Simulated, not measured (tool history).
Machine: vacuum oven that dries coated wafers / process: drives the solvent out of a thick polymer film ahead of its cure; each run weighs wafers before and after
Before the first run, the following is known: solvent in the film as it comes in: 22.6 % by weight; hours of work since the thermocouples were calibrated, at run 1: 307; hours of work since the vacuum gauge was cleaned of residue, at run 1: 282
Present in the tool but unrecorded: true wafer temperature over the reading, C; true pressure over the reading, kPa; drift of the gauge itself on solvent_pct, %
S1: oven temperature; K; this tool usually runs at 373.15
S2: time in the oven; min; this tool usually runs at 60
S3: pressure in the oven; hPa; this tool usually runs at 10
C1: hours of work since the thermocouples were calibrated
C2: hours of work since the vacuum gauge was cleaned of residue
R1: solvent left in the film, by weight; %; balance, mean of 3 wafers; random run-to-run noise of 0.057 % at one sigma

{"run": 1, "hour": 0.0, "S1": 373.15, "S2": 60, "S3": 10, "C1": 307, "C2": 282, "R1": 2.87}
{"run": 2, "hour": 28.1, "S1": 373.15, "S2": 104, "S3": 10, "C1": 319, "C2": 295, "R1": 0.95}
{"run": 3, "hour": 52.0, "S1": 373.15, "S2": 104, "S3": 10, "C1": 330, "C2": 305, "R1": 0.94}
{"run": 4, "hour": 76.8, "S1": 373.15, "S2": 104, "S3": 10, "C1": 341, "C2": 317, "R1": 0.98}
{"run": 5, "hour": 102.6, "S1": 373.15, "S2": 104, "S3": 10, "C1": 353, "C2": 328, "R1": 0.95}
{"run": 6, "hour": 132.1, "S1": 373.15, "S2": 104, "S3": 10, "C1": 366, "C2": 342, "R1": 0.93}
{"run": 7, "hour": 153.5, "S1": 373.15, "S2": 104, "S3": 10, "C1": 376, "C2": 351, "R1": 0.99}
{"run": 8, "hour": 183.2, "S1": 369.15, "S2": 60, "S3": 10, "C1": 390, "C2": 365, "R1": 3.9}
{"run": 9, "hour": 210.9, "S1": 369.15, "S2": 60, "S3": 10, "C1": 402, "C2": 377, "R1": 3.89}
{"run": 10, "hour": 228.5, "S1": 373.15, "S2": 78, "S3": 10, "C1": 410, "C2": 385, "R1": 1.78}
{"run": 11, "hour": 251.9, "S1": 373.15, "S2": 78, "S3": 10, "C1": 421, "C2": 396, "R1": 1.92}
{"run": 12, "hour": 285.2, "S1": 373.15, "S2": 60, "S3": 10, "C1": 436, "C2": 411, "R1": 2.95}
{"run": 13, "hour": 318.9, "S1": 373.15, "S2": 60, "S3": 5.4, "C1": 451, "C2": 426, "R1": 2.8}
{"run": 14, "hour": 340.2, "S1": 373.15, "S2": 60, "S3": 5.4, "C1": 461, "C2": 436, "R1": 2.81}
{"run": 15, "hour": 367.4, "S1": 373.15, "S2": 66, "S3": 5.4, "C1": 473, "C2": 448, "R1": 2.22}
{"run": 16, "hour": 393.9, "S1": 373.15, "S2": 66, "S3": 5.4, "C1": 485, "C2": 461, "R1": 2.28}
{"run": 17, "hour": 409.7, "S1": 373.15, "S2": 66, "S3": 5.4, "C1": 492, "C2": 468, "R1": 2.38}
{"run": 18, "hour": 424.6, "S1": 373.15, "S2": 66, "S3": 5.4, "C1": 499, "C2": 474, "R1": 2.33}
{"run": 19, "hour": 441.1, "S1": 373.15, "S2": 60, "S3": 29, "C1": 507, "C2": 482, "R1": 3.53}
{"run": 20, "hour": 474.7, "S1": 373.15, "S2": 60, "S3": 10, "C1": 522, "C2": 497, "R1": 2.99}
{"run": 21, "hour": 495.2, "S1": 373.15, "S2": 60, "S3": 10, "C1": 531, "C2": 506, "R1": 2.94}
{"run": 22, "hour": 522.0, "S1": 370.15, "S2": 35, "S3": 6.5, "C1": 543, "C2": 519, "R1": 7.02}
{"run": 23, "hour": 546.7, "S1": 370.15, "S2": 35, "S3": 6.5, "C1": 555, "C2": 530, "R1": 6.82}
{"run": 24, "hour": 578.7, "S1": 370.15, "S2": 35, "S3": 6.5, "C1": 569, "C2": 544, "R1": 6.8}
{"run": 25, "hour": 593.3, "S1": 370.15, "S2": 35, "S3": 6.5, "C1": 576, "C2": 551, "R1": 7.03}
{"hour": 598.2, "done": "vacuum gauge cleaned of residue and calibrated"}
{"run": 26, "hour": 625.1, "S1": 359.15, "S2": 45, "S3": 14.9, "C1": 589, "C2": 12, "R1": 9.06}
{"run": 27, "hour": 646.9, "S1": 359.15, "S2": 45, "S3": 14.9, "C1": 599, "C2": 22, "R1": 9.02}
{"run": 28, "hour": 676.0, "S1": 358.15, "S2": 33, "S3": 23.8, "C1": 613, "C2": 35, "R1": 11.37}
{"run": 29, "hour": 710.6, "S1": 372.15, "S2": 99, "S3": 18.6, "C1": 628, "C2": 51, "R1": 1.57}
{"hour": 720.2, "done": "vacuum gauge cleaned of residue and calibrated, once more"}
{"run": 30, "hour": 732.2, "S1": 367.15, "S2": 42, "S3": 9.1, "C1": 637, "C2": 5, "R1": 6.72}
{"run": 31, "hour": 755.7, "S1": 367.15, "S2": 42, "S3": 9.1, "C1": 648, "C2": 16, "R1": 6.69}
{"run": 32, "hour": 786.5, "S1": 387.15, "S2": 42, "S3": 7.1, "C1": 662, "C2": 30, "R1": 1.72}
{"run": 33, "hour": 811.4, "S1": 366.15, "S2": 60, "S3": 20.9, "C1": 673, "C2": 41, "R1": 5.31}
{"run": 34, "hour": 847.4, "S1": 365.15, "S2": 58, "S3": 14, "C1": 690, "C2": 58, "R1": 5.36}
{"run": 35, "hour": 883.1, "S1": 365.15, "S2": 58, "S3": 14, "C1": 706, "C2": 74, "R1": 5.47}
{"run": 36, "hour": 913.5, "S1": 373.15, "S2": 50, "S3": 16.7, "C1": 720, "C2": 88, "R1": 4.17}
{"run": 37, "hour": 949.6, "S1": 359.15, "S2": 32, "S3": 10, "C1": 736, "C2": 104, "R1": 10.87}
{"run": 38, "hour": 968.1, "S1": 359.15, "S2": 32, "S3": 10, "C1": 744, "C2": 112, "R1": 10.77}
{"run": 39, "hour": 1002.8, "S1": 359.15, "S2": 32, "S3": 10, "C1": 760, "C2": 128, "R1": 11.04}
{"run": 40, "hour": 1035.6, "S1": 370.15, "S2": 60, "S3": 10.8, "C1": 775, "C2": 143, "R1": 3.81}
{"run": 41, "hour": 1061.7, "S1": 370.15, "S2": 60, "S3": 10.8, "C1": 787, "C2": 155, "R1": 3.81}

Hidden condition of the tool, last listed run before each entry between runs versus first listed run after:
From run 25 to run 26: vacuum gauge cleaned of residue and calibrated (hour 598.2)
  true wafer temperature over the reading, C: -1.13 -> -1.16; true pressure over the reading, kPa: 0.163 -> 0.198
  what was measured, less what the result would be without the hidden state, R1: +0.39 -> +0.45 %
From run 29 to run 30: vacuum gauge cleaned of residue and calibrated, once more (hour 720.2)
  true wafer temperature over the reading, C: -1.24 -> -1.25; true pressure over the reading, kPa: 0.209 -> 0.005
  what was measured, less what the result would be without the hidden state, R1: +0.23 -> +0.38 %
